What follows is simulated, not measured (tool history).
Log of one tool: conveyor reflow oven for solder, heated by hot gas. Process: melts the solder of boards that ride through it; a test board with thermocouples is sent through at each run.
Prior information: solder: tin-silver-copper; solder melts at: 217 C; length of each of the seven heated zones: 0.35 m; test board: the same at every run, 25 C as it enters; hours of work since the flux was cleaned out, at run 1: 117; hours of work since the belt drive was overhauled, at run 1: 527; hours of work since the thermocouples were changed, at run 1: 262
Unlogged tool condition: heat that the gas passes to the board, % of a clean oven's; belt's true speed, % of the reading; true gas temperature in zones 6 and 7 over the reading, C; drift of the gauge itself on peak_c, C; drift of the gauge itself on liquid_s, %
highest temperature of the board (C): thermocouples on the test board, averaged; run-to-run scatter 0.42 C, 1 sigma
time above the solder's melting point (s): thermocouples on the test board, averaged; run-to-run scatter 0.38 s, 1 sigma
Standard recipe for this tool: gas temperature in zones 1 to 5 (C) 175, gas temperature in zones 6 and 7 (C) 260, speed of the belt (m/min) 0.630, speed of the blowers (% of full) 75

run   hour  gas temperature in zones 1 to 5 (C)  gas temperature in zones 6 and 7 (C)  speed of the belt (m/min)  speed of the blowers (% of full)  hours of work since the flux was cleaned out  hours of work since the belt drive was overhauled  hours of work since the thermocouples were changed  highest temperature of the board (C)  time above the solder's melting point (s)
  1    0.0                                  175                                   260                      0.630                                75                                           117                                                527                                                 262                                 247.7                                       48.7
  2   17.9                                  175                                   269                      0.630                                75                                           130                                                539                                                 274                                 255.5                                       52.8
  3   45.1                                  175                                   260                      0.630                                66                                           148                                                557                                                 293                                 244.6                                       46.2
  4   66.3                                  175                                   260                      0.630                                66                                           162                                                571                                                 307                                 245.0                                       45.2
  5  105.3                                  175                                   260                      0.630                                66                                           188                                                598                                                 333                                 244.7                                       45.9
  6  127.7                                  175                                   260                      0.630                                66                                           203                                                613                                                 348                                 244.3                                       45.1
     157.1  -- flux residue cleaned out of gas plates and filters
  7  165.2                                  163                                   257                      0.667                                65                                             6                                                635                                                 370                                 239.5                                       35.1
  8  192.2                                  175                                   273                      0.656                                82                                            24                                                653                                                 388                                 260.0                                       54.6
  9  218.4                                  175                                   260                      0.590                                75                                            41                                                671                                                 406                                 249.9                                       54.2
 10  254.2                                  175                                   265                      0.707                                75                                            65                                                695                                                 430                                 248.6                                       43.4
 11  271.8                                  186                                   252                      0.630                                75                                            77                                                707                                                 442                                 242.2                                       48.9
 12  305.0                                  179                                   252                      0.693                                75                                           100                                                729                                                 464                                 238.6                                       38.8

Alternative continuations, all from the tool just after run 12; predict every row:
  A  331.2                                  175                                   265                      0.667                                75                                           117                                                747                                                 482                                     ?                                          ?
  B  331.2                                  179                                   252                      0.693                                87                                           117                                                747                                                 482                                     ?                                          ?
  C  331.2                                  179                                   251                      0.725                                62                                           117                                                747                                                 482                                     ?                                          ?
  D  331.2                                  179                                   265                      0.693                                75                                           117                                                747                                                 482                                     ?                                          ?
  E  331.2                                  179                                   260                      0.667                                77                                           117                                                747                                                 482                                     ?                                          ?

run  highest temperature of the board (C)  time above the solder's melting point (s)
  A                                 250.3                                       46.9
  B                                 240.3                                       40.9
  C                                 233.0                                       29.2
  D                                 249.9                                       46.9
  E                                 246.9                                       46.7
What these runs would have given with no unlogged condition in the tool:
run  highest temperature of the board (C)  time above the solder's melting point (s)
  A                                 251.8                                       47.2
  B                                 241.8                                       41.7
  C                                 234.2                                       30.3
  D                                 251.4                                       47.2
  E                                 248.4                                       47.1

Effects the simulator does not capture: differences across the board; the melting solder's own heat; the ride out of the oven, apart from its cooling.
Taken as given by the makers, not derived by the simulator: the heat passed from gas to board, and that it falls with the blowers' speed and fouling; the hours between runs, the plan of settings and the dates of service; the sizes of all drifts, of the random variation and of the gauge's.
